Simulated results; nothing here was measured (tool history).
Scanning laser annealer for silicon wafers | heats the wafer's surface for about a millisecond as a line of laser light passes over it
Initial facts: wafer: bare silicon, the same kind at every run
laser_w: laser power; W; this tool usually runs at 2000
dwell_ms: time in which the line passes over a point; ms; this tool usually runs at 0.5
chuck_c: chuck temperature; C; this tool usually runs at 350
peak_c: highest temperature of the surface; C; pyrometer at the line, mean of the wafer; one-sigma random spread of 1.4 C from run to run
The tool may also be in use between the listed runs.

{"run": 1, "hour": 0.0, "laser_w": 2000, "dwell_ms": 0.5, "chuck_c": 350, "peak_c": 1079}
{"run": 2, "hour": 12.4, "laser_w": 2000, "dwell_ms": 0.5, "chuck_c": 350, "peak_c": 1079}
{"run": 3, "hour": 26.6, "laser_w": 2000, "dwell_ms": 0.5, "chuck_c": 350, "peak_c": 1079}
{"run": 4, "hour": 40.0, "laser_w": 2000, "dwell_ms": 0.5, "chuck_c": 350, "peak_c": 1080}
{"run": 5, "hour": 55.8, "laser_w": 2000, "dwell_ms": 0.5, "chuck_c": 350, "peak_c": 1080}
{"run": 6, "hour": 71.0, "laser_w": 2000, "dwell_ms": 0.5, "chuck_c": 350, "peak_c": 1080}
{"run": 7, "hour": 82.2, "laser_w": 2000, "dwell_ms": 0.5, "chuck_c": 350, "peak_c": 1077}
{"run": 8, "hour": 91.8, "laser_w": 2164, "dwell_ms": 0.5, "chuck_c": 350, "peak_c": 1135}
{"run": 9, "hour": 106.1, "laser_w": 2164, "dwell_ms": 0.5, "chuck_c": 350, "peak_c": 1133}
{"run": 10, "hour": 117.8, "laser_w": 2164, "dwell_ms": 0.5, "chuck_c": 350, "peak_c": 1134}
{"run": 11, "hour": 125.5, "laser_w": 2164, "dwell_ms": 0.5, "chuck_c": 350, "peak_c": 1133}
{"run": 12, "hour": 134.5, "laser_w": 2000, "dwell_ms": 0.5, "chuck_c": 350, "peak_c": 1079}
{"run": 13, "hour": 149.8, "laser_w": 2000, "dwell_ms": 0.542, "chuck_c": 388, "peak_c": 1149}
{"hour": 154.0, "done": "laser's power meter calibrated"}
{"run": 14, "hour": 159.9, "laser_w": 1799, "dwell_ms": 0.542, "chuck_c": 310, "peak_c": 997}
{"run": 15, "hour": 174.7, "laser_w": 1799, "dwell_ms": 0.542, "chuck_c": 310, "peak_c": 997}
{"run": 16, "hour": 182.6, "laser_w": 1980, "dwell_ms": 0.375, "chuck_c": 350, "peak_c": 976}
{"run": 17, "hour": 196.8, "laser_w": 2000, "dwell_ms": 0.381, "chuck_c": 310, "peak_c": 947}
{"run": 18, "hour": 207.7, "laser_w": 1890, "dwell_ms": 0.356, "chuck_c": 349, "peak_c": 933}
{"hour": 219.5, "done": "laser's power meter calibrated, once more"}
{"run": 19, "hour": 224.8, "laser_w": 1890, "dwell_ms": 0.356, "chuck_c": 349, "peak_c": 930}
{"run": 20, "hour": 237.0, "laser_w": 2004, "dwell_ms": 0.378, "chuck_c": 349, "peak_c": 980}
{"run": 21, "hour": 244.5, "laser_w": 1833, "dwell_ms": 0.416, "chuck_c": 369, "peak_c": 980}
{"run": 22, "hour": 256.7, "laser_w": 1966, "dwell_ms": 0.532, "chuck_c": 352, "peak_c": 1090}
{"hour": 271.4, "done": "optics aligned, line set to its width"}
{"run": 23, "hour": 275.1, "laser_w": 1823, "dwell_ms": 0.475, "chuck_c": 364, "peak_c": 1019}
{"run": 24, "hour": 290.4, "laser_w": 1752, "dwell_ms": 0.595, "chuck_c": 364, "peak_c": 1071}

Consider 3 possible next runs. They are alternatives, not a sequence: every one starts from the tool as it was left by run 24. What does each give?
{"run": "A", "hour": 300.3, "laser_w": 2000, "dwell_ms": 0.416, "chuck_c": 312, "peak_c": "?"}
{"run": "B", "hour": 300.3, "laser_w": 2194, "dwell_ms": 0.595, "chuck_c": 388, "peak_c": "?"}
{"run": "C", "hour": 300.3, "laser_w": 1896, "dwell_ms": 0.371, "chuck_c": 345, "peak_c": "?"}

run=A peak_c=983
run=B peak_c=1261
run=C peak_c=946
Without the tool's unlogged condition, the same runs would have read:
run=A peak_c=990
run=B peak_c=1271
run=C peak_c=953
